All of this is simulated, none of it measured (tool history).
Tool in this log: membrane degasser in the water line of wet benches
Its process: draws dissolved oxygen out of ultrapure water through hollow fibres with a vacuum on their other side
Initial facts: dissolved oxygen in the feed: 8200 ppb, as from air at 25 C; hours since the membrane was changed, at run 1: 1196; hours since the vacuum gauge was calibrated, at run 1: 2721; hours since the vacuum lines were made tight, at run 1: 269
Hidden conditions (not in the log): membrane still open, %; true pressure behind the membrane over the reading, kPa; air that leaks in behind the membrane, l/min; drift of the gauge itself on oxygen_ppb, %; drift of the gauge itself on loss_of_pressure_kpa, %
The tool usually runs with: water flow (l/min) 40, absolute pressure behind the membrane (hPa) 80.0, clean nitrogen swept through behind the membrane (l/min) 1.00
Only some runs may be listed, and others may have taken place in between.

run	day	water flow (l/min)	absolute pressure behind the membrane (hPa)	clean nitrogen swept through behind the membrane (l/min)	hours since the membrane was changed	hours since the vacuum gauge was calibrated	hours since the vacuum lines were made tight	dissolved oxygen in the water behind the degasser (ppb)	pressure that the water loses in the fibres (hPa)
1	0.000	40	80.0	1.00	1196	2721	269	397.4	613.9
2	7.717	40	80.0	1.16	1381	2906	455	355.5	607.1
3	14.588	37	80.0	1.00	1546	3071	620	374.6	566.6
4	18.550	26	80.0	1.00	1641	3166	715	273.6	398.3
5	25.417	26	80.0	1.00	1806	3331	879	273.0	398.1
6	31.754	40	80.0	1.00	1958	3483	1032	407.6	614.8
7	35.396	40	92.7	1.00	2045	3570	1119	498.3	613.0
8	42.521	55	55.3	0.60	2216	3741	1290	416.8	838.1
9	46.908	38	55.3	2.15	2322	3847	1395	116.2	579.9
10	51.421	58	144.1	2.33	2430	3955	1504	626.3	895.4
11	55.729	58	144.1	2.33	2533	4058	1607	636.2	882.9

Consider 4 possible next runs. They are alternatives, not a sequence: every one starts from the tool as it was left by run 11. What does each give?
A	60.808	40	80.0	2.05	2655	4180	1729	?	?
B	60.808	58	81.4	2.33	2655	4180	1729	?	?
C	60.808	37	141.8	0.61	2655	4180	1729	?	?
D	60.808	40	80.0	0.43	2655	4180	1729	?	?

run	dissolved oxygen in the water behind the degasser (ppb)	pressure that the water loses in the fibres (hPa)
A	234.0	618.5
B	337.8	886.6
C	1115.8	568.6
D	714.8	610.9
What these runs would have given with no unlogged condition in the tool:
run	dissolved oxygen in the water behind the degasser (ppb)	pressure that the water loses in the fibres (hPa)
A	222.0	610.0
B	321.0	874.2
C	1094.4	560.6
D	683.5	602.4
